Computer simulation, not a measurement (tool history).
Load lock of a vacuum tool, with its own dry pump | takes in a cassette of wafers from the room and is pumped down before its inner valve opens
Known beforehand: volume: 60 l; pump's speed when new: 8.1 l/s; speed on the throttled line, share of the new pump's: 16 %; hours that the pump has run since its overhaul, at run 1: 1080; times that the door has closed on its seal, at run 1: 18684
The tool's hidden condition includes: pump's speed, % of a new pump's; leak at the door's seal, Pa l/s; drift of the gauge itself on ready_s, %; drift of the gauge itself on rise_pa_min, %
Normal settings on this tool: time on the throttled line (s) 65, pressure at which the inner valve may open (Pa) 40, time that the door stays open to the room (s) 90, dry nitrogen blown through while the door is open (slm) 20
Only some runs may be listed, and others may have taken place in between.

run	hour	time on the throttled line (s)	pressure at which the inner valve may open (Pa)	time that the door stays open to the room (s)	dry nitrogen blown through while the door is open (slm)	hours that the pump has run since its overhaul	times that the door has closed on its seal	incoming humidity of the room's air, %	time from the closed door until the inner valve may open (s)	rise of the pressure with all valves shut (Pa/min)
1	0	65	40	90	20	1080	18684	42.1	113.4	0.033
2	111.9	65	40	112	20	1192	19066	48.1	112.9	0.033
3	331.5	65	40	90	6	1411	19816	47	113.8	0.059
4	464.7	65	40	90	6	1545	20271	47.6	113.3	0.054
5	659.1	65	40	90	20	1739	20935	43	113.2	0.036
6	753.2	65	40	90	20	1833	21256	45.8	113.4	0.03
7	923.6	57	43	144	6	2004	21838	43.3	105.2	0.064
8	1084.5	37	33	157	32	2164	22388	47.6	90.4	0.034
9	1290	65	50	35	35	2370	23090	45.8	111.3	0.02
10	1450.3	35	58	90	20	2530	23637	44.7	85.1	0.034
11	1585.3	35	58	90	20	2665	24098	44.5	85.1	0.035
12	1682.1	46	39	47	13	2762	24429	41.4	96.7	0.028

Predict each of these 3 candidate next runs independently; none follows another, all start after run 12:
A	1896.3	65	37	31	5	2976	25160	46.1	?	?
B	1896.3	102	38	129	20	2976	25160	44.4	?	?
C	1896.3	46	39	47	41	2976	25160	43.1	?	?

run	time from the closed door until the inner valve may open (s)	rise of the pressure with all valves shut (Pa/min)
A	113.7	0.045
B	145.4	0.043
C	96.6	0.016
Had the tool no hidden state, the same runs would have come out as:
run	time from the closed door until the inner valve may open (s)	rise of the pressure with all valves shut (Pa/min)
A	113.7	0.044
B	145.4	0.043
C	96.6	0.016
